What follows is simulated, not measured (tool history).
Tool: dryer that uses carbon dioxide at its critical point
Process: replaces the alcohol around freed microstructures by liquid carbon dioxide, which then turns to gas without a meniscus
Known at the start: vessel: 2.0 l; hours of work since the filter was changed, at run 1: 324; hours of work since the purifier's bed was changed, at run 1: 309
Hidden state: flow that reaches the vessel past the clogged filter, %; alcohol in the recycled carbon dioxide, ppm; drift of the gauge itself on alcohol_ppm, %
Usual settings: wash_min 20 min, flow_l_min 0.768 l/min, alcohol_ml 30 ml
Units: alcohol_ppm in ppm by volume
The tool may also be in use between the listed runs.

run	hour	wash_min	flow_l_min	alcohol_ml	hours of work since the filter was changed	hours of work since the purifier's bed was changed	alcohol_ppm
1	0	20	0.768	30	324	309	117
2	26.5	20	0.768	30	334	319	116
# hour 48.3: inlet filter changed
3	61.6	20	0.768	30	5	332	99
4	84.6	20	0.768	30	14	341	123
5	121.5	20	0.768	30	28	355	114
6	137.7	20	0.768	30	34	361	123
7	170.2	20	0.768	79	47	373	146
8	206	20	0.768	102	60	387	174
9	229.1	20	0.768	102	69	396	166
10	248.8	20	1.189	30	77	403	119
11	271.4	20	1.189	30	85	412	127
12	305.1	20	0.768	112	98	425	185
13	334.6	20	0.768	21	109	436	129
14	369.3	24	1.031	26	123	449	137
15	399.6	21	0.795	30	134	461	143
16	423.5	18	0.768	30	143	470	172
17	451	14	0.888	33	154	480	206
18	479.5	15	1.062	93	165	491	192
19	504.3	15	1.062	93	174	501	182
20	539.6	31	1.069	23	187	514	153
21	558.2	13	1.033	23	195	521	193
22	583.3	19	1.191	54	204	531	154
23	606.6	25	1.254	53	213	540	169
24	636.4	16	0.519	22	224	551	428
25	657.2	16	0.519	22	232	559	430

Run 26 comes next. What will it give?
26	685.3	16	0.519	22	243	570	?

{"run 26": {"alcohol_ppm": 427}}
Without the tool's hidden state the same run would have given alcohol_ppm 227 ppm by volume.
